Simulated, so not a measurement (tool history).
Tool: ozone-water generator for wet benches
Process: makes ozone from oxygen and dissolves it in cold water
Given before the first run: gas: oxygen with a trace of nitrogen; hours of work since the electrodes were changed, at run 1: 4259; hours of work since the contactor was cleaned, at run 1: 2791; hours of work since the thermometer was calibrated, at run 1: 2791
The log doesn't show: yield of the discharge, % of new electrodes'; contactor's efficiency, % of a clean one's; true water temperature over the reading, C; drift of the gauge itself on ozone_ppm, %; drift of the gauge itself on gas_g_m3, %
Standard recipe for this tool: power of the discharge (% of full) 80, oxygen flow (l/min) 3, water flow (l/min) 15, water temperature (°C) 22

run	hour	power of the discharge (% of full)	oxygen flow (l/min)	water flow (l/min)	water temperature (°C)	hours of work since the electrodes were changed	hours of work since the contactor was cleaned	hours of work since the thermometer was calibrated	dissolved ozone (ppm)	ozone in the gas ahead of the water (g/m3)
1	0	80	3	15	22	4259	2791	2791	22.6	235.5
2	55.6	80	1.59	15	22	4310	2841	2841	22.4	356.3
3	164.9	80	1.59	15	22	4409	2941	2941	22.1	352.8
4	256	80	3	15	22	4493	3024	3024	21.8	234.5
# hour 269.5: contactor cleaned
5	383.1	80	3	15	22	4605	104	3137	21.8	235.8
# hour 406.3: water thermometer calibrated
6	493.6	87	3	15	22	4706	204	80	22.6	242.6
7	580.3	87	3	15	22	4785	284	159	22.8	242.1
8	661.7	80	3	15	29	4859	358	233	19.8	232.1
# hour 726.9: contactor cleaned, once more
9	786.8	80	3	15	29	4970	55	344	20	230.3
10	877	80	2.05	19	22	5052	137	426	17.7	294.4

Here are 3 independent what-if runs from the current tool condition. What would each one return?
A	1000	48	2.05	22	22	5165	250	539	?	?
B	1000	59	2.15	15	22	5165	250	539	?	?
C	1000	56	4.38	19	21	5165	250	539	?	?

run	dissolved ozone (ppm)	ozone in the gas ahead of the water (g/m3)
A	12.2	232.4
B	19	245.4
C	15.4	152.6
With the hidden condition removed and each run's random variation left untouched, the same runs would have given:
run	dissolved ozone (ppm)	ozone in the gas ahead of the water (g/m3)
A	14.1	267.9
B	22.4	288
C	18.1	178.2

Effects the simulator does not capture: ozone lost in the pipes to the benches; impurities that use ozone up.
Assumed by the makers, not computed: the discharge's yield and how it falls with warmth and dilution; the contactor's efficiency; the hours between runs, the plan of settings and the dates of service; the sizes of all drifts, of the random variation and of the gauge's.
